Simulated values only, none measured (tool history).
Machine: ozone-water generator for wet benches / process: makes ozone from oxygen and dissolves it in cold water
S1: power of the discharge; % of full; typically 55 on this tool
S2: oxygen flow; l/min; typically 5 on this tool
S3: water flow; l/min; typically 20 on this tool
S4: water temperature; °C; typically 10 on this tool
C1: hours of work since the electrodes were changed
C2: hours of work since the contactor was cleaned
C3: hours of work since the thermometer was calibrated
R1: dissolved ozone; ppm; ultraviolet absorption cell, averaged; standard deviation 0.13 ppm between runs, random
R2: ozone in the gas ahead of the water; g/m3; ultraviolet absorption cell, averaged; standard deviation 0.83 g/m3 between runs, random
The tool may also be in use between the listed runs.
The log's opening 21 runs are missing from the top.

| run | hour | S1 | S2 | S3 | S4 | C1 | C2 | C3 | R1 | R2 |
|---|---|---|---|---|---|---|---|---|---|---|
| 22 | 2118.6 | 41 | 4.06 | 20 | 10 | 5556 | 4033 | 1189 | 10.1 | 126.2 |
| 23 | 2215 | 41 | 4.06 | 20 | 10 | 5647 | 4124 | 1281 | 10.4 | 127.7 |
| 24 | 2291.1 | 55 | 6.97 | 31 | 12 | 5719 | 4196 | 1353 | 8.1 | 112.9 |
| 25 | 2370.8 | 55 | 6.97 | 31 | 12 | 5795 | 4272 | 1428 | 8.1 | 115.1 |
| 26 | 2450.3 | 67 | 5 | 20 | 10 | 5870 | 4347 | 1504 | 14.2 | 149.6 |
| 27 | 2587 | 55 | 6.38 | 17 | 10 | 6000 | 4477 | 1633 | 15 | 117.9 |
| 28 | 2680.8 | 55 | 6.38 | 17 | 10 | 6088 | 4566 | 1722 | 15 | 116.6 |
| 29 | 2790.5 | 55 | 6.38 | 17 | 10 | 6192 | 4670 | 1826 | 15 | 118.7 |
| 30 | 2879.2 | 91 | 6.38 | 17 | 6 | 6276 | 4754 | 1910 | 21 | 156.5 |
| 31 | 2986.9 | 55 | 3.14 | 16 | 10 | 6379 | 4856 | 2012 | 14.7 | 169.3 |
| 32 | 3107.3 | 56 | 5.01 | 14 | 7 | 6493 | 4970 | 2126 | 19.1 | 135.7 |
| 33 | 3252.6 | 49 | 3.53 | 19 | 8 | 6630 | 5107 | 2264 | 12.2 | 149.8 |
| 34 | 3374.7 | 49 | 3.53 | 19 | 8 | 6746 | 5223 | 2380 | 12 | 147.5 |

Consider 3 possible next runs. They are alternatives, not a sequence: every one starts from the tool as it was left by run 34. What does each give?
| A | 3502.5 | 55 | 3.16 | 20 | 6 | 6867 | 5344 | 2501 | ? | ? |
| B | 3502.5 | 55 | 2.52 | 17 | 9 | 6867 | 5344 | 2501 | ? | ? |
| C | 3502.5 | 76 | 3.53 | 18 | 8 | 6867 | 5344 | 2501 | ? | ? |

| run | R1 | R2 |
|---|---|---|
| A | 12 | 166.5 |
| B | 13.3 | 190.6 |
| C | 16.5 | 190.1 |
What these runs would have given with no unlogged condition in the tool:
| run | R1 | R2 |
|---|---|---|
| A | 12 | 166.7 |
| B | 13.3 | 190.7 |
| C | 16.5 | 190.3 |

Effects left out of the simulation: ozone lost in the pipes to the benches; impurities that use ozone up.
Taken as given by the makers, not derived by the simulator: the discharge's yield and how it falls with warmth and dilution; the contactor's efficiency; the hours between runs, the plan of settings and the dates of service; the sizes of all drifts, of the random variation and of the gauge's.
